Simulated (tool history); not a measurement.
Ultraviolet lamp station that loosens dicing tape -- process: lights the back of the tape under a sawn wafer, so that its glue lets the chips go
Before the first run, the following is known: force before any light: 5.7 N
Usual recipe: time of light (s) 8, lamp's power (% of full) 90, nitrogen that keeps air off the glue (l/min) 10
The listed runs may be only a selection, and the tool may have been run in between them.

run,day,time of light (s),lamp's power (% of full),nitrogen that keeps air off the glue (l/min),force that peels the tape off (N),light that reached the tape (mJ/cm²)
1,0,8,90,10,0.451,485
2,0.512,8,90,10,0.445,484
3,0.917,8,90,10,0.447,490
4,1.242,8,90,10,0.455,489
5,1.621,8,70,10,0.696,378
# day 1.758: window cleaned of glue's vapour
6,2.142,8,90,10,0.435,487
7,2.55,8,90,10,0.434,487
8,2.896,8,90,10,0.464,489
9,3.288,8,90,13,0.405,484
10,3.958,7,90,10,0.585,424
11,4.508,6,90,10,0.777,364
12,5.129,6,90,10,0.79,365
13,5.733,8,90,10,0.441,482
14,6.133,8,90,10,0.462,485
15,6.688,8,90,10,0.44,485
16,7.258,8,90,10,0.439,487
17,7.883,8,90,10,0.452,486
18,8.229,8,90,5,0.623,489
19,8.771,8,81,10,0.554,434
20,9.246,8,81,10,0.533,436
21,9.55,8,81,10,0.551,433
22,9.838,8,81,10,0.538,435
23,10.167,13,83,16,0.193,734
24,10.862,13,83,16,0.204,725
25,11.433,4,66,16,1.804,178
26,11.854,6,91,5,0.986,367
27,12.471,7,95,10,0.525,448
28,12.758,7,66,14,0.843,310
29,13.183,6,64,11,1.238,259
30,13.471,6,64,3,2,255
31,13.946,8,92,3,0.807,490
32,14.562,8,92,3,0.781,495
33,14.867,6,74,10,1.098,301
# day 14.925: window cleaned of glue's vapour
34,15.396,10,92,11,0.278,620
35,15.8,10,92,11,0.263,622
36,16.229,10,92,6,0.367,624
37,16.617,10,92,6,0.363,620
38,17.179,11,67,3,0.795,498
39,17.721,9,72,19,0.432,437
40,18.379,9,72,19,0.428,438
41,19.046,8,81,4,0.852,436
42,19.55,8,81,4,0.863,435
43,19.9,8,88,12,0.434,474

Consider 4 possible next runs. They are alternatives, not a sequence: every one starts from the tool as it was left by run 43. What does each give?
A,20.379,12,90,12,?,?
B,20.379,8,90,10,?,?
C,20.379,11,90,10,?,?
D,20.379,14,90,10,?,?

run,force that peels the tape off (N),light that reached the tape (mJ/cm²)
A,0.211,723
B,0.46,488
C,0.254,669
D,0.198,845
Without the tool's hidden state the same runs would have given:
run,force that peels the tape off (N),light that reached the tape (mJ/cm²)
A,0.21,725
B,0.458,489
C,0.253,671
D,0.198,847

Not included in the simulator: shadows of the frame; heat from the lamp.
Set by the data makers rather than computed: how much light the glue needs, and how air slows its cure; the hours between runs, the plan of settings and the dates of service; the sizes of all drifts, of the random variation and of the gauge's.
